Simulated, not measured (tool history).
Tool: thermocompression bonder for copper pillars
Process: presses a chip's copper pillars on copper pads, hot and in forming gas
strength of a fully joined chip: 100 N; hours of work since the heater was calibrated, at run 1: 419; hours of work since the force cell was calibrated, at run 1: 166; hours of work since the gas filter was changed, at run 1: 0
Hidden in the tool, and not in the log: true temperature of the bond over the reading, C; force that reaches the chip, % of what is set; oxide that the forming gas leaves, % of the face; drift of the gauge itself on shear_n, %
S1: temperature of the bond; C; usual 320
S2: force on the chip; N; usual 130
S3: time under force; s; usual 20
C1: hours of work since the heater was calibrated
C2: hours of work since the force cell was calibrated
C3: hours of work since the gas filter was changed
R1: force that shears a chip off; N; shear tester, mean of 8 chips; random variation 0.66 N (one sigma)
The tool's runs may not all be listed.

run,hour,S1,S2,S3,C1,C2,C3,R1
1,0,320,130,20,419,166,0,61.2
2,17,331,130,20,432,179,13,66.4
3,58.3,344,130,20,464,210,45,68.3
4,96.1,320,130,20,493,239,74,59.4
5,130.8,320,130,12,519,266,100,50.1
6,168.5,320,130,12,548,295,129,50
# hour 197.9: forming gas filter changed
7,197.9,320,130,20,571,317,0,61
8,215.5,320,130,20,584,331,13,60.5
# hour 240.2: heater calibrated with a thermocouple chip
9,241.3,320,88,20,1,349,32,45.4
10,274.9,320,130,20,27,375,58,55.5
11,315.8,320,130,20,58,406,89,55.8
# hour 320.9: force cell calibrated
12,350.4,320,187,22,83,23,114,69.6
13,371,290,108,24,99,38,130,42.9
# hour 398.7: forming gas filter changed
14,409.3,290,108,24,128,67,8,43.3
# hour 445.3: force cell calibrated, once more
15,452,290,108,33,160,5,40,49
16,477.2,290,108,33,179,24,59,49.1
17,499.6,347,112,16,196,42,76,58.2
18,519.8,297,134,38,212,57,92,60.8
19,557.3,327,167,17,241,86,121,64.4
20,594.4,320,130,27,269,114,149,62.8
# hour 598: forming gas filter changed
21,615,320,130,27,285,130,13,65.2

Forecast each of these 3 alternatives for the next run:
A,653.7,320,130,39,314,159,43,?
B,653.7,328,141,25,314,159,43,?
C,653.7,301,83,12,314,159,43,?

run,R1
A,70.4
B,68.9
C,31
Without the tool's hidden state the same runs would have given:
run,R1
A,70.6
B,69
C,30.8
